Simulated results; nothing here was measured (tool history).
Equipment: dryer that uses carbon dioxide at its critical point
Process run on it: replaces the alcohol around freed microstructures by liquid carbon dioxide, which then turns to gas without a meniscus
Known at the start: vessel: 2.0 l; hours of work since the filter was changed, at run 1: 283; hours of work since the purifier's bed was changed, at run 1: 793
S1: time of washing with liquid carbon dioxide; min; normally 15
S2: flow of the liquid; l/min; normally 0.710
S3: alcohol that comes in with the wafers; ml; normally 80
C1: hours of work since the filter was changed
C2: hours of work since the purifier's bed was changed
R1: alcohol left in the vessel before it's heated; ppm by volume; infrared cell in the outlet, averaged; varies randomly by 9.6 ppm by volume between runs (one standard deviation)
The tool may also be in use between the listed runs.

run    hour  S1     S2   S3   C1    C2    R1
  1     0.0  15  0.710   80  283   793  1023
  2    51.9  15  0.710   80  323   833  1111
  3    79.1  15  0.710   80  343   853  1116
  4   134.0  15  0.637   80  385   895  1639
  5   184.7  15  0.710   25  424   934   558
  6   230.2  15  0.710   25  459   969   567
  7   261.4  20  0.710   25  483   993   340
      302.2  -- inlet filter changed
  8   312.3  20  0.906   25    8  1031   256
  9   347.1  20  0.906   25   34  1057   261
 10   401.6  20  0.906   25   76  1099   267
 11   442.6  20  0.906   25  107  1131   279
      464.0  -- purifier's bed changed
 12   471.9  20  0.906   25  127     6    19
 13   528.1  15  0.710   80  170    49   703
 14   571.3  15  0.710   80  204    82   738
 15   608.5  15  0.445   80  232   111  3718
 16   665.0  15  0.445   80  275   154  3783
 17   704.4  15  0.445   80  305   184  3769
 18   762.1  15  0.445   80  349   228  4062
 19   810.8  15  0.444   80  387   265  4240
 20   840.3  15  0.710   80  409   288  1051
 21   874.8  15  0.443   80  436   314  4372
 22   912.4  15  0.443   80  464   343  4627
 23   966.9  15  0.443   80  506   385  4684
      978.2  -- inlet filter changed
 24  1021.7  15  0.443   80   33   426  3135
 25  1046.0  15  1.114   80   52   444   137
 26  1075.4  15  1.114   80   74   467   148
 27  1099.4  16  0.710  118   93   485   797
 28  1132.7  24  0.508   31  118   511   264
 29  1165.0  24  0.508   31  143   535   286
 30  1217.5  24  0.508   31  183   576   295
 31  1257.7  24  0.508   31  214   606   313
 32  1309.7  13  0.855   45  254   646   497
 33  1355.3  13  0.582   75  288   681  2560
 34  1397.9  13  0.455   75  321   713  4764
 35  1440.6  11  0.560   80  354   746  4681
 36  1483.1  16  0.710   80  386   779   894
 37  1518.9  15  0.504   24  413   806  1092
 38  1578.5  19  0.583   75  459   852  1059
 39  1617.6  19  0.583   75  489   882  1102
     1650.6  -- inlet filter changed
 40  1660.7  10  0.817   46    8   914  1051
 41  1711.9  15  0.997   57   47   953   282
 42  1748.4  19  0.710   53   75   981   354
 43  1782.1  19  0.710   53  101  1007   372
 44  1815.8  11  0.710   51  126  1032  1456
 45  1866.9  11  0.497   51  165  1071  3545
 46  1914.7  20  0.602   29  202  1108   417
     1964.5  -- purifier's bed changed
 47  1973.7  10  0.710   80  245     7  2881

Each row is a separate what-if for the run after 47, all from the same tool condition, not one after another. Results?
  A  2003.9  15  0.455  80  268  30   ?
  B  2003.9   9  0.613  80  268  30   ?
  C  2003.9  15  0.710  66  268  30   ?
  D  2003.9  13  0.596  80  268  30   ?

run    R1
  A  3497
  B  5405
  C   681
  D  2422
Without the tool's hidden state the same runs would have given:
run    R1
  A  2724
  B  4402
  C   455
  D  1815

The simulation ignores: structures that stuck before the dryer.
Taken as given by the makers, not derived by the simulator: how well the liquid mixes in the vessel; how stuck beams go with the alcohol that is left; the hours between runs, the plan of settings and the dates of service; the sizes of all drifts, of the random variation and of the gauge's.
